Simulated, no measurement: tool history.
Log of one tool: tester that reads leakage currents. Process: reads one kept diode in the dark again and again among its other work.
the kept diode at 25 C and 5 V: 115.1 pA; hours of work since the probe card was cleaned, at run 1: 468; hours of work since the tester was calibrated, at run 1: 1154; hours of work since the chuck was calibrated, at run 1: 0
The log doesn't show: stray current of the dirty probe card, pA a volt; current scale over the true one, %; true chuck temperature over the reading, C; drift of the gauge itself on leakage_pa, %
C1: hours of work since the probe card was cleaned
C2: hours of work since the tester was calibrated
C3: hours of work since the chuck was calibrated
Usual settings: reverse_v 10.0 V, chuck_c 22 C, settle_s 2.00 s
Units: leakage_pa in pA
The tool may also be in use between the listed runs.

Run 1, day 0.000: usual settings; C1 468; C2 1154; C3 0. Result: leakage_pa 133.92 pA.
Run 2, day 1.812: usual settings; C1 488; C2 1173; C3 20. Result: leakage_pa 134.56 pA.
Run 3, day 4.208: usual settings; C1 514; C2 1200; C3 46. Result: leakage_pa 135.83 pA.
Run 4, day 6.662: usual settings; C1 541; C2 1226; C3 73. Result: leakage_pa 136.23 pA.
Run 5, day 9.846: usual settings; C1 576; C2 1261; C3 107. Result: leakage_pa 137.89 pA.
Run 6, day 12.883: usual settings; C1 609; C2 1294; C3 140. Result: leakage_pa 139.28 pA.
Run 7, day 16.271: usual settings; C1 646; C2 1331; C3 177. Result: leakage_pa 140.44 pA.
Run 8, day 19.812: usual settings; C1 684; C2 1370; C3 216. Result: leakage_pa 141.89 pA.
Run 9, day 22.833: usual settings but reverse_v 7.5 V; C1 717; C2 1402; C3 249. Result: leakage_pa 122.71 pA.
Run 10, day 25.908: usual settings but reverse_v 7.5 V; C1 751; C2 1436; C3 282. Result: leakage_pa 123.43 pA.
Run 11, day 27.696: usual settings but reverse_v 7.5 V; C1 770; C2 1455; C3 302. Result: leakage_pa 124.03 pA.
Run 12, day 29.633: usual settings but reverse_v 7.5 V; C1 791; C2 1476; C3 323. Result: leakage_pa 124.02 pA.
Run 13, day 33.183: usual settings but reverse_v 7.5 V; C1 830; C2 1515; C3 361. Result: leakage_pa 126.04 pA.
Run 14, day 36.479: usual settings but reverse_v 7.5 V; C1 866; C2 1551; C3 397. Result: leakage_pa 126.75 pA.
Run 15, day 39.800: usual settings but reverse_v 9.2 V, chuck_c 54 C, settle_s 0.34 s; C1 902; C2 1587; C3 434. Result: leakage_pa 1732.37 pA.

5 ways to go on from here, each from the tool as it stands after run 15. What would each give?
Run A, day 43.225: usual settings but reverse_v 16.2 V, chuck_c 38 C, settle_s 1.38 s; C1 939; C2 1625; C3 471. Result: leakage_pa ?.
Run B, day 43.225: usual settings but reverse_v 4.3 V; C1 939; C2 1625; C3 471. Result: leakage_pa ?.
Run C, day 43.225: usual settings but reverse_v 16.8 V, chuck_c 21 C, settle_s 5.26 s; C1 939; C2 1625; C3 471. Result: leakage_pa ?.
Run D, day 43.225: usual settings but settle_s 0.46 s; C1 939; C2 1625; C3 471. Result: leakage_pa ?.
Run E, day 43.225: usual settings but reverse_v 9.7 V; C1 939; C2 1625; C3 471. Result: leakage_pa ?.

run  leakage_pa
  A      696.23
  B       96.43
  C      183.78
  D      156.08
  E      148.38
Without the tool's hidden state the same runs would have given:
run  leakage_pa
  A      620.45
  B       82.84
  C      147.84
  D      131.06
  E      123.96
